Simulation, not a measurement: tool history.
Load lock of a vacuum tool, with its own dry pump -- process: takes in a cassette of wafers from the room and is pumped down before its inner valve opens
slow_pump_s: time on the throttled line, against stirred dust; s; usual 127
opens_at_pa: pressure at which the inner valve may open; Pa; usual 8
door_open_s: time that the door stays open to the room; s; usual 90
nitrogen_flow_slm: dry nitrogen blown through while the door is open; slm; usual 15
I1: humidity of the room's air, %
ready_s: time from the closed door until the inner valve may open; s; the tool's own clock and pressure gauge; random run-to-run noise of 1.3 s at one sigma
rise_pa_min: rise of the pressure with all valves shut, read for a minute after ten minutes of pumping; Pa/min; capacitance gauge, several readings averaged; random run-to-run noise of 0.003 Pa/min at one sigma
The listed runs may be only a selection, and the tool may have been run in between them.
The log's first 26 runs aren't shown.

run 27 hour=7658.5 | slow_pump_s=99 opens_at_pa=7 door_open_s=195 nitrogen_flow_slm=19 | I1=47.5 | ready_s=191.3 rise_pa_min=0.238
run 28 hour=7931.1 | slow_pump_s=127 opens_at_pa=14 door_open_s=218 nitrogen_flow_slm=19 | I1=42.6 | ready_s=206.3 rise_pa_min=0.249
run 29 hour=8261.7 | slow_pump_s=127 opens_at_pa=8 door_open_s=125 nitrogen_flow_slm=15 | I1=43.9 | ready_s=209.3 rise_pa_min=0.269
run 30 hour=8630.9 | slow_pump_s=127 opens_at_pa=15 door_open_s=43 nitrogen_flow_slm=15 | I1=42 | ready_s=204.1 rise_pa_min=0.267
run 31 hour=9046 | slow_pump_s=168 opens_at_pa=6 door_open_s=43 nitrogen_flow_slm=16 | I1=46.4 | ready_s=247.6 rise_pa_min=0.288
run 32 hour=9258.9 | slow_pump_s=211 opens_at_pa=8 door_open_s=76 nitrogen_flow_slm=15 | I1=47.2 | ready_s=278.4 rise_pa_min=0.313
run 33 hour=9685.6 | slow_pump_s=211 opens_at_pa=16 door_open_s=33 nitrogen_flow_slm=4 | I1=45.6 | ready_s=272.3 rise_pa_min=0.334
run 34 hour=10126.4 | slow_pump_s=211 opens_at_pa=16 door_open_s=33 nitrogen_flow_slm=4 | I1=42.9 | ready_s=270.1 rise_pa_min=0.364
run 35 hour=10331.3 | slow_pump_s=211 opens_at_pa=16 door_open_s=33 nitrogen_flow_slm=4 | I1=44.4 | ready_s=269.8 rise_pa_min=0.376
run 36 hour=10763.2 | slow_pump_s=165 opens_at_pa=8 door_open_s=90 nitrogen_flow_slm=15 | I1=45.3 | ready_s=245.1 rise_pa_min=0.412
run 37 hour=11195.2 | slow_pump_s=127 opens_at_pa=8 door_open_s=68 nitrogen_flow_slm=16 | I1=42.1 | ready_s=220.5 rise_pa_min=0.438

Alternative continuations, all from the tool just after run 37; predict every row:
-- hour=11381.3 door's seal changed, seat wiped
run A hour=11479.5 | slow_pump_s=127 opens_at_pa=10 door_open_s=73 nitrogen_flow_slm=7 | I1=45 | ready_s=? rise_pa_min=?
-- hour=11381.3 door's seal changed, seat wiped
run B hour=11479.5 | slow_pump_s=127 opens_at_pa=8 door_open_s=92 nitrogen_flow_slm=5 | I1=45.8 | ready_s=? rise_pa_min=?
-- hour=11381.3 door's seal changed, seat wiped
run C hour=11479.5 | slow_pump_s=127 opens_at_pa=16 door_open_s=182 nitrogen_flow_slm=16 | I1=46.4 | ready_s=? rise_pa_min=?

run=A ready_s=213.8 rise_pa_min=0.045
run=B ready_s=217.4 rise_pa_min=0.055
run=C ready_s=208.4 rise_pa_min=0.054
With no hidden state in the tool, these same runs would have given:
run=A ready_s=204 rise_pa_min=0.043
run=B ready_s=207.2 rise_pa_min=0.054
run=C ready_s=199.3 rise_pa_min=0.053
